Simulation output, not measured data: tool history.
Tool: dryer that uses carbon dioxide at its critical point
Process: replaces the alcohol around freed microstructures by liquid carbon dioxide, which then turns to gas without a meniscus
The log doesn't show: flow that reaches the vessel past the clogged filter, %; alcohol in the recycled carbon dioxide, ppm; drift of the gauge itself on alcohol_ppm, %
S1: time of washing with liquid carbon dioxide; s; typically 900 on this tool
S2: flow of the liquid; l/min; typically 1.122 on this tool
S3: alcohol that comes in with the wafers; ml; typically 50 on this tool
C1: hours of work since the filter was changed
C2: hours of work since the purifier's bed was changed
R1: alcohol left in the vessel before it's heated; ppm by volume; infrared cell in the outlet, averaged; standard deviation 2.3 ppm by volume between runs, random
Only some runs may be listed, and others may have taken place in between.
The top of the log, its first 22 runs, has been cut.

| run | hour | S1 | S2 | S3 | C1 | C2 | R1 |
|---|---|---|---|---|---|---|---|
| 23 | 322.4 | 1440 | 1.122 | 32 | 238 | 269 | 9 |
| 24 | 340.9 | 900 | 0.69 | 38 | 249 | 280 | 318 |
| 25 | 350.9 | 900 | 1.21 | 22 | 254 | 286 | 21 |
| 26 | 371.9 | 900 | 1.78 | 110 | 266 | 297 | 12 |
| 27 | 387.7 | 600 | 1.69 | 95 | 275 | 306 | 52 |
| 28 | 400.3 | 900 | 0.91 | 50 | 282 | 313 | 122 |
| 29 | 415.6 | 1260 | 1.63 | 39 | 291 | 322 | 12 |
| 30 | 429.1 | 1260 | 1.63 | 39 | 298 | 330 | 18 |
| 31 | 439.9 | 1260 | 1.63 | 39 | 305 | 336 | 15 |
| 32 | 459.3 | 1200 | 0.74 | 32 | 315 | 347 | 67 |
| 33 | 476.1 | 780 | 1.25 | 33 | 325 | 356 | 33 |
| 34 | 489.5 | 900 | 0.69 | 50 | 333 | 364 | 482 |
| 35 | 507.4 | 900 | 1.8 | 60 | 343 | 374 | 19 |
| 36 | 520.8 | 900 | 1.16 | 60 | 350 | 381 | 47 |
|  | 526.6 | inlet filter changed |
| 37 | 536.3 | 840 | 0.88 | 111 | 5 | 390 | 253 |
| 38 | 550.9 | 840 | 0.88 | 111 | 14 | 398 | 255 |
| 39 | 561 | 1320 | 0.78 | 65 | 19 | 404 | 34 |
| 40 | 580 | 1320 | 0.78 | 58 | 30 | 414 | 31 |
| 41 | 590.6 | 1320 | 0.78 | 58 | 36 | 420 | 36 |

Here are 5 independent what-if runs from the current tool condition. What would each one return?
| A | 607.1 | 540 | 1.71 | 73 | 45 | 430 | ? |
| B | 607.1 | 840 | 0.78 | 64 | 45 | 430 | ? |
| C | 607.1 | 1200 | 0.79 | 27 | 45 | 430 | ? |
| D | 607.1 | 960 | 1.64 | 20 | 45 | 430 | ? |
| E | 607.1 | 1320 | 1.88 | 37 | 45 | 430 | ? |

| run | R1 |
|---|---|
| A | 50 |
| B | 292 |
| C | 30 |
| D | 18 |
| E | 16 |
Had the tool no hidden state, the same runs would have come out as:
| run | R1 |
|---|---|
| A | 36 |
| B | 259 |
| C | 17 |
| D | 7 |
| E | 5 |
